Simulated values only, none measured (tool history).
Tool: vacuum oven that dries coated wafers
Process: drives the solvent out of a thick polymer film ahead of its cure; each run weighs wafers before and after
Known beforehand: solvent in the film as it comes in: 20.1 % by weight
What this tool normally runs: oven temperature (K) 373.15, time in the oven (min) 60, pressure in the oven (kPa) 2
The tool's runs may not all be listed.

{"run": 1, "hour": 0.0, "oven temperature (K)": 373.15, "time in the oven (min)": 60, "pressure in the oven (kPa)": 2, "solvent left in the film (%)": 2.23}
{"run": 2, "hour": 14.5, "oven temperature (K)": 373.15, "time in the oven (min)": 60, "pressure in the oven (kPa)": 2, "solvent left in the film (%)": 2.22}
{"run": 3, "hour": 24.9, "oven temperature (K)": 373.15, "time in the oven (min)": 60, "pressure in the oven (kPa)": 2, "solvent left in the film (%)": 2.24}
{"run": 4, "hour": 40.5, "oven temperature (K)": 373.15, "time in the oven (min)": 60, "pressure in the oven (kPa)": 2, "solvent left in the film (%)": 2.24}
{"run": 5, "hour": 54.6, "oven temperature (K)": 373.15, "time in the oven (min)": 60, "pressure in the oven (kPa)": 2, "solvent left in the film (%)": 2.26}
{"run": 6, "hour": 73.2, "oven temperature (K)": 373.15, "time in the oven (min)": 60, "pressure in the oven (kPa)": 2, "solvent left in the film (%)": 2.25}
{"run": 7, "hour": 87.3, "oven temperature (K)": 373.15, "time in the oven (min)": 60, "pressure in the oven (kPa)": 1.32, "solvent left in the film (%)": 1.98}
{"run": 8, "hour": 98.3, "oven temperature (K)": 373.15, "time in the oven (min)": 60, "pressure in the oven (kPa)": 1.32, "solvent left in the film (%)": 2}
{"run": 9, "hour": 113.4, "oven temperature (K)": 373.15, "time in the oven (min)": 60, "pressure in the oven (kPa)": 1.36, "solvent left in the film (%)": 2.02}
{"run": 10, "hour": 125.6, "oven temperature (K)": 373.15, "time in the oven (min)": 36, "pressure in the oven (kPa)": 2, "solvent left in the film (%)": 4.52}
{"run": 11, "hour": 134.0, "oven temperature (K)": 373.15, "time in the oven (min)": 36, "pressure in the oven (kPa)": 2, "solvent left in the film (%)": 4.51}
{"run": 12, "hour": 146.8, "oven temperature (K)": 373.15, "time in the oven (min)": 36, "pressure in the oven (kPa)": 2, "solvent left in the film (%)": 4.54}
{"run": 13, "hour": 156.5, "oven temperature (K)": 360.15, "time in the oven (min)": 60, "pressure in the oven (kPa)": 2, "solvent left in the film (%)": 5.08}
{"run": 14, "hour": 176.2, "oven temperature (K)": 360.15, "time in the oven (min)": 60, "pressure in the oven (kPa)": 2, "solvent left in the film (%)": 5.17}
{"run": 15, "hour": 188.1, "oven temperature (K)": 368.15, "time in the oven (min)": 64, "pressure in the oven (kPa)": 3.23, "solvent left in the film (%)": 3.41}
{"run": 16, "hour": 198.5, "oven temperature (K)": 373.15, "time in the oven (min)": 40, "pressure in the oven (kPa)": 2.38, "solvent left in the film (%)": 4.05}
{"hour": 201.4, "done": "vacuum gauge cleaned of residue and calibrated"}
{"run": 17, "hour": 209.0, "oven temperature (K)": 378.15, "time in the oven (min)": 49, "pressure in the oven (kPa)": 1.48, "solvent left in the film (%)": 1.97}
{"run": 18, "hour": 228.9, "oven temperature (K)": 378.15, "time in the oven (min)": 49, "pressure in the oven (kPa)": 1.48, "solvent left in the film (%)": 2}
{"run": 19, "hour": 240.4, "oven temperature (K)": 373.15, "time in the oven (min)": 34, "pressure in the oven (kPa)": 2, "solvent left in the film (%)": 4.86}
{"run": 20, "hour": 250.2, "oven temperature (K)": 364.15, "time in the oven (min)": 30, "pressure in the oven (kPa)": 3.85, "solvent left in the film (%)": 8.57}
{"run": 21, "hour": 264.6, "oven temperature (K)": 377.15, "time in the oven (min)": 51, "pressure in the oven (kPa)": 1.31, "solvent left in the film (%)": 1.94}
{"hour": 267.2, "done": "vacuum gauge cleaned of residue and calibrated, once more"}
{"run": 22, "hour": 278.2, "oven temperature (K)": 377.15, "time in the oven (min)": 107, "pressure in the oven (kPa)": 1.7, "solvent left in the film (%)": 0.65}
{"run": 23, "hour": 293.1, "oven temperature (K)": 377.15, "time in the oven (min)": 107, "pressure in the oven (kPa)": 1.7, "solvent left in the film (%)": 0.65}
{"run": 24, "hour": 307.9, "oven temperature (K)": 377.15, "time in the oven (min)": 107, "pressure in the oven (kPa)": 1.7, "solvent left in the film (%)": 0.66}
{"run": 25, "hour": 324.9, "oven temperature (K)": 377.15, "time in the oven (min)": 107, "pressure in the oven (kPa)": 1.7, "solvent left in the film (%)": 0.66}
{"run": 26, "hour": 333.3, "oven temperature (K)": 363.15, "time in the oven (min)": 107, "pressure in the oven (kPa)": 4.97, "solvent left in the film (%)": 3.49}
{"run": 27, "hour": 344.4, "oven temperature (K)": 363.15, "time in the oven (min)": 107, "pressure in the oven (kPa)": 4.97, "solvent left in the film (%)": 3.51}
{"run": 28, "hour": 359.8, "oven temperature (K)": 360.15, "time in the oven (min)": 60, "pressure in the oven (kPa)": 3.2, "solvent left in the film (%)": 5.58}

3 ways to go on from here, each from the tool as it stands after run 28. What would each give?
{"run": "A", "hour": 376.4, "oven temperature (K)": 362.15, "time in the oven (min)": 41, "pressure in the oven (kPa)": 3.2, "solvent left in the film (%)": "?"}
{"run": "B", "hour": 376.4, "oven temperature (K)": 360.15, "time in the oven (min)": 60, "pressure in the oven (kPa)": 1.78, "solvent left in the film (%)": "?"}
{"run": "C", "hour": 376.4, "oven temperature (K)": 372.15, "time in the oven (min)": 65, "pressure in the oven (kPa)": 3.54, "solvent left in the film (%)": "?"}

run=A solvent_left_in_the_film_(%)=7.01
run=B solvent_left_in_the_film_(%)=4.91
run=C solvent_left_in_the_film_(%)=2.62
Take away the tool's hidden state, keep each run's random variation, and the runs would have read:
run=A solvent_left_in_the_film_(%)=7.09
run=B solvent_left_in_the_film_(%)=4.99
run=C solvent_left_in_the_film_(%)=2.66

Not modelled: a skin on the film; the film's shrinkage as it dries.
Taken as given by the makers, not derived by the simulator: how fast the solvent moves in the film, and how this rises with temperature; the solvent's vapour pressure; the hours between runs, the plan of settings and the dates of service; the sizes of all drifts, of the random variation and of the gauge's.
